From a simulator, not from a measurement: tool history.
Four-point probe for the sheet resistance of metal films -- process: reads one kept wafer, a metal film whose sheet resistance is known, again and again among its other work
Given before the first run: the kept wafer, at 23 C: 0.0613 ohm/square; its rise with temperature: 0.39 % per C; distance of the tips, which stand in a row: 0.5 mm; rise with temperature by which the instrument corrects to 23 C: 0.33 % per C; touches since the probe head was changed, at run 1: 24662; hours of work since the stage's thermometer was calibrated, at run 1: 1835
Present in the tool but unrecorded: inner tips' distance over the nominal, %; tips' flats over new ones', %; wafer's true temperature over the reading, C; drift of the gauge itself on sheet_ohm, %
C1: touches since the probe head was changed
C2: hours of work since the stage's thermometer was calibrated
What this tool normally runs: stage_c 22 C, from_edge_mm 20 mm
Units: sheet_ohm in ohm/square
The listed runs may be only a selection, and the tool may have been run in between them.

Run 1, hour 0: usual settings; C1 24662; C2 1835. Result: sheet_ohm 0.061313 ohm/square.
Run 2, hour 22.4: usual settings but from_edge_mm 46 mm; C1 25001; C2 1845. Result: sheet_ohm 0.061264 ohm/square.
Run 3, hour 43.5: usual settings but stage_c 30 C; C1 25321; C2 1854. Result: sheet_ohm 0.061589 ohm/square.
Run 4, hour 69.6: usual settings but from_edge_mm 5 mm; C1 25717; C2 1864. Result: sheet_ohm 0.061618 ohm/square.
Run 5, hour 110.7: usual settings but stage_c 24 C; C1 26340; C2 1882. Result: sheet_ohm 0.061398 ohm/square.
Run 6, hour 157.6: usual settings; C1 27052; C2 1901. Result: sheet_ohm 0.061332 ohm/square.
Run 7, hour 184.4: usual settings but from_edge_mm 17 mm; C1 27458; C2 1913. Result: sheet_ohm 0.06133 ohm/square.
At hour 196.3: stage's thermometer calibrated.
Run 8, hour 232.2: usual settings; C1 28175; C2 15. Result: sheet_ohm 0.061284 ohm/square.
Run 9, hour 266.7: usual settings; C1 28698; C2 30. Result: sheet_ohm 0.061291 ohm/square.
Run 10, hour 313.6: usual settings; C1 29409; C2 49. Result: sheet_ohm 0.061287 ohm/square.
Run 11, hour 334.9: usual settings; C1 29733; C2 58. Result: sheet_ohm 0.061287 ohm/square.
Run 12, hour 379.7: usual settings; C1 30411; C2 77. Result: sheet_ohm 0.061292 ohm/square.
Run 13, hour 412.4: usual settings; C1 30908; C2 91. Result: sheet_ohm 0.061291 ohm/square.
Run 14, hour 446.8: usual settings; C1 31429; C2 105. Result: sheet_ohm 0.061298 ohm/square.
Run 15, hour 491.9: usual settings; C1 32113; C2 124. Result: sheet_ohm 0.061311 ohm/square.
Run 16, hour 522.8: usual settings but stage_c 27 C, from_edge_mm 5 mm; C1 32581; C2 137. Result: sheet_ohm 0.061805 ohm/square.
Run 17, hour 543.7: usual settings but from_edge_mm 5 mm; C1 32899; C2 146. Result: sheet_ohm 0.061629 ohm/square.
Run 18, hour 574.4: usual settings but from_edge_mm 5 mm; C1 33364; C2 159. Result: sheet_ohm 0.061631 ohm/square.
Run 19, hour 599.7: usual settings but stage_c 23 C, from_edge_mm 5 mm; C1 33748; C2 169. Result: sheet_ohm 0.061669 ohm/square.

Subtracting, for every run, the result it would have given without the tool's unlogged condition from the measured result gives the following. The same run-to-run variation enters both numbers; the gauge's scatter may not:
run  sheet_ohm
  1  +0.000014
  2  +0.000016
  3  +0.000018
  4  +0.000022
  5  +0.000026
  6  +0.000032
  7  +0.000034
  8  +0.000003
  9  +0.000006
 10  +0.000012
 11  +0.000014
 12  +0.000018
 13  +0.000022
 14  +0.000026
 15  +0.000031
 16  +0.000035
 17  +0.000037
 18   +0.00004
 19  +0.000043

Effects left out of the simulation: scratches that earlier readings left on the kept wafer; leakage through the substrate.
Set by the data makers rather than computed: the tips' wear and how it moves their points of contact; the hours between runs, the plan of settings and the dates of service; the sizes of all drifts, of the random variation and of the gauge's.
